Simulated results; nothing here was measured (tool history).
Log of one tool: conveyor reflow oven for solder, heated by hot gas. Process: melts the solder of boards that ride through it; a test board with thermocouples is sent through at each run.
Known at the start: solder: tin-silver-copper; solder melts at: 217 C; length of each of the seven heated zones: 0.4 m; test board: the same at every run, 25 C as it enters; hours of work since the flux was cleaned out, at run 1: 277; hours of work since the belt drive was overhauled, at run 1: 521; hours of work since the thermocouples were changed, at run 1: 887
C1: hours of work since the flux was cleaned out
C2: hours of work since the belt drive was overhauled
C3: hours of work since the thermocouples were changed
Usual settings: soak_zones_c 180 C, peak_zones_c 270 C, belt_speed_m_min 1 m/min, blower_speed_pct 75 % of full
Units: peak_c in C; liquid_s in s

{"run": 1, "hour": 0.0, "soak_zones_c": 180, "peak_zones_c": 270, "belt_speed_m_min": 1, "blower_speed_pct": 75, "C1": 277, "C2": 521, "C3": 887, "peak_c": 253.6, "liquid_s": 38.6}
{"run": 2, "hour": 26.6, "soak_zones_c": 180, "peak_zones_c": 270, "belt_speed_m_min": 1, "blower_speed_pct": 75, "C1": 297, "C2": 541, "C3": 907, "peak_c": 253.8, "liquid_s": 38.2}
{"run": 3, "hour": 43.9, "soak_zones_c": 180, "peak_zones_c": 270, "belt_speed_m_min": 1, "blower_speed_pct": 60, "C1": 310, "C2": 554, "C3": 920, "peak_c": 248.9, "liquid_s": 35.8}
{"hour": 66.4, "done": "flux residue cleaned out of gas plates and filters"}
{"run": 4, "hour": 78.0, "soak_zones_c": 180, "peak_zones_c": 270, "belt_speed_m_min": 1, "blower_speed_pct": 60, "C1": 9, "C2": 576, "C3": 942, "peak_c": 251, "liquid_s": 37}
{"run": 5, "hour": 111.8, "soak_zones_c": 180, "peak_zones_c": 270, "belt_speed_m_min": 1, "blower_speed_pct": 60, "C1": 34, "C2": 601, "C3": 967, "peak_c": 250.9, "liquid_s": 36.6}
{"run": 6, "hour": 144.5, "soak_zones_c": 180, "peak_zones_c": 270, "belt_speed_m_min": 1, "blower_speed_pct": 60, "C1": 58, "C2": 625, "C3": 991, "peak_c": 250.4, "liquid_s": 36.9}
{"run": 7, "hour": 177.7, "soak_zones_c": 180, "peak_zones_c": 270, "belt_speed_m_min": 1, "blower_speed_pct": 60, "C1": 83, "C2": 650, "C3": 1016, "peak_c": 250.7, "liquid_s": 36.5}
{"run": 8, "hour": 209.6, "soak_zones_c": 180, "peak_zones_c": 270, "belt_speed_m_min": 1, "blower_speed_pct": 60, "C1": 106, "C2": 673, "C3": 1040, "peak_c": 250.5, "liquid_s": 36.3}
{"run": 9, "hour": 236.7, "soak_zones_c": 167, "peak_zones_c": 270, "belt_speed_m_min": 1, "blower_speed_pct": 75, "C1": 127, "C2": 693, "C3": 1060, "peak_c": 252.8, "liquid_s": 35.1}
{"run": 10, "hour": 259.6, "soak_zones_c": 180, "peak_zones_c": 270, "belt_speed_m_min": 1.01, "blower_speed_pct": 75, "C1": 144, "C2": 710, "C3": 1077, "peak_c": 254, "liquid_s": 38.4}
{"run": 11, "hour": 293.3, "soak_zones_c": 184, "peak_zones_c": 270, "belt_speed_m_min": 1.01, "blower_speed_pct": 75, "C1": 169, "C2": 736, "C3": 1102, "peak_c": 254.2, "liquid_s": 39.5}
{"run": 12, "hour": 329.5, "soak_zones_c": 184, "peak_zones_c": 270, "belt_speed_m_min": 1.01, "blower_speed_pct": 75, "C1": 196, "C2": 762, "C3": 1129, "peak_c": 254.3, "liquid_s": 39.6}
{"run": 13, "hour": 348.7, "soak_zones_c": 184, "peak_zones_c": 270, "belt_speed_m_min": 1.01, "blower_speed_pct": 75, "C1": 210, "C2": 777, "C3": 1143, "peak_c": 254, "liquid_s": 39.5}
{"run": 14, "hour": 364.5, "soak_zones_c": 171, "peak_zones_c": 270, "belt_speed_m_min": 1, "blower_speed_pct": 75, "C1": 222, "C2": 788, "C3": 1155, "peak_c": 252.2, "liquid_s": 35.9}
{"run": 15, "hour": 381.4, "soak_zones_c": 171, "peak_zones_c": 270, "belt_speed_m_min": 1.04, "blower_speed_pct": 63, "C1": 234, "C2": 801, "C3": 1167, "peak_c": 246.9, "liquid_s": 30.9}
{"run": 16, "hour": 404.2, "soak_zones_c": 171, "peak_zones_c": 270, "belt_speed_m_min": 1.04, "blower_speed_pct": 63, "C1": 251, "C2": 818, "C3": 1184, "peak_c": 247.3, "liquid_s": 31}
{"run": 17, "hour": 430.0, "soak_zones_c": 180, "peak_zones_c": 267, "belt_speed_m_min": 1.12, "blower_speed_pct": 65, "C1": 270, "C2": 837, "C3": 1203, "peak_c": 244.5, "liquid_s": 29.2}
{"run": 18, "hour": 452.7, "soak_zones_c": 180, "peak_zones_c": 267, "belt_speed_m_min": 1.12, "blower_speed_pct": 65, "C1": 287, "C2": 854, "C3": 1220, "peak_c": 243.7, "liquid_s": 29.2}
{"run": 19, "hour": 485.9, "soak_zones_c": 179, "peak_zones_c": 274, "belt_speed_m_min": 1, "blower_speed_pct": 75, "C1": 312, "C2": 879, "C3": 1245, "peak_c": 255.7, "liquid_s": 39.7}
{"hour": 505.6, "done": "flux residue cleaned out of gas plates and filters"}
{"run": 20, "hour": 515.2, "soak_zones_c": 185, "peak_zones_c": 260, "belt_speed_m_min": 0.89, "blower_speed_pct": 54, "C1": 7, "C2": 897, "C3": 1263, "peak_c": 243.7, "liquid_s": 39.8}
{"run": 21, "hour": 536.8, "soak_zones_c": 181, "peak_zones_c": 281, "belt_speed_m_min": 0.8, "blower_speed_pct": 86, "C1": 23, "C2": 913, "C3": 1279, "peak_c": 271.7, "liquid_s": 57}
{"run": 22, "hour": 558.4, "soak_zones_c": 180, "peak_zones_c": 270, "belt_speed_m_min": 1, "blower_speed_pct": 84, "C1": 39, "C2": 929, "C3": 1295, "peak_c": 255.7, "liquid_s": 40.6}
{"run": 23, "hour": 588.3, "soak_zones_c": 180, "peak_zones_c": 270, "belt_speed_m_min": 1, "blower_speed_pct": 75, "C1": 61, "C2": 951, "C3": 1317, "peak_c": 254.6, "liquid_s": 39}
{"run": 24, "hour": 616.4, "soak_zones_c": 180, "peak_zones_c": 270, "belt_speed_m_min": 1, "blower_speed_pct": 75, "C1": 82, "C2": 972, "C3": 1338, "peak_c": 254, "liquid_s": 39.3}
{"run": 25, "hour": 635.6, "soak_zones_c": 180, "peak_zones_c": 267, "belt_speed_m_min": 1, "blower_speed_pct": 58, "C1": 97, "C2": 986, "C3": 1352, "peak_c": 246.9, "liquid_s": 34.9}

Some steps in peak_c between neighbouring runs. How much of each would the tool show without its hidden state too (settings, what came in, random variation), and how much is left for the hidden state, with any gauge scatter that isn't in both results?
The hidden state here: heat that the gas passes to the board, % of a clean oven's; belt's true speed, % of the reading; true gas temperature in zones 6 and 7 over the reading, C; drift of the gauge itself on peak_c, C; drift of the gauge itself on liquid_s, %.
Run 3 -> 4: flux residue cleaned out of gas plates and filters. peak_c +2.1 C: hidden state +1.8, all else +0.3.
Run 19 -> 20: soak_zones_c 179 -> 185, peak_zones_c 274 -> 260, belt_speed_m_min 1 -> 0.89, blower_speed_pct 75 -> 54, flux residue cleaned out of gas plates and filters. peak_c -12 C: hidden state +1.9, all else -13.9.
Run 20 -> 21: soak_zones_c 185 -> 181, peak_zones_c 260 -> 281, belt_speed_m_min 0.89 -> 0.8, blower_speed_pct 54 -> 86. peak_c +28 C: hidden state -0.5, all else +28.5.
Run 21 -> 22: soak_zones_c 181 -> 180, peak_zones_c 281 -> 270, belt_speed_m_min 0.8 -> 1, blower_speed_pct 86 -> 84. peak_c -16 C: hidden state +0, all else -16.
